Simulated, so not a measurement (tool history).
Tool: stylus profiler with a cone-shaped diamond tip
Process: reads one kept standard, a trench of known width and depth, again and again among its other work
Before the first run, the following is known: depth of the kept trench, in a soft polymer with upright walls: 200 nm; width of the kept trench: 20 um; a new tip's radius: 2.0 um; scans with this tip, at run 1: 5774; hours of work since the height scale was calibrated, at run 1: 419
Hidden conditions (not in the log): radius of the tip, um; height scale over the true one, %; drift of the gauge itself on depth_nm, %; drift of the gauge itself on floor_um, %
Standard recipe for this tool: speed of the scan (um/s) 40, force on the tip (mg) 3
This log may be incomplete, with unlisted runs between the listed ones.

run   hour  speed of the scan (um/s)  force on the tip (mg)  scans with this tip  hours of work since the height scale was calibrated  depth of the trench (nm)  width of the trench's floor (nm)
  1      0                        40                      3                 5774                                                  419                    203.54                             17980
  2   13.2                        15                      3                 5854                                                  425                     203.5                             18080
  3   28.1                       123                      3                 5944                                                  432                    203.43                             17760
  4     50                        40                      3                 6076                                                  441                    203.33                             17950
  5   72.4                        11                      3                 6212                                                  451                    203.39                             18050
  6   93.2                        40                   5.87                 6337                                                  460                    205.26                             17920
  7  118.4                        40                      3                 6489                                                  471                    203.45                             17940
  8  140.1                        19                      3                 6620                                                  481                    203.14                             17990
  9  157.6                       107                      3                 6726                                                  488                    203.44                             17790
 10  175.1                       107                      3                 6832                                                  496                    203.35                             17740
 11    196                       107                      3                 6958                                                  505                    203.31                             17780
 12  217.9                       107                      3                 7091                                                  515                    203.33                             17740
 13  230.9                        49                      3                 7169                                                  521                    203.26                             17910
 14  244.3                        40                    3.4                 7250                                                  527                    203.72                             17910
 15  269.9                        40                    3.4                 7405                                                  538                    203.77                             17880
 16  281.5                        37                   1.38                 7475                                                  543                    201.87                             17890

Each row is a separate what-if for the run after 16, all from the same tool condition, not one after another. Results?
  A  306.8                        37                   1.96                 7628                                                  554                         ?                                 ?
  B  306.8                        37                   4.69                 7628                                                  554                         ?                                 ?
  C  306.8                        14                   6.98                 7628                                                  554                         ?                                 ?
  D  306.8                        49                   5.48                 7628                                                  554                         ?                                 ?

run  depth of the trench (nm)  width of the trench's floor (nm)
  A                    202.32                             17900
  B                    204.83                             17940
  C                    206.07                             18040
  D                    205.06                             17940
Take away the tool's hidden state, keep each run's random variation, and the runs would have read:
run  depth of the trench (nm)  width of the trench's floor (nm)
  A                    202.56                             18120
  B                    205.07                             18160
  C                    206.31                             18270
  D                     205.3                             18170
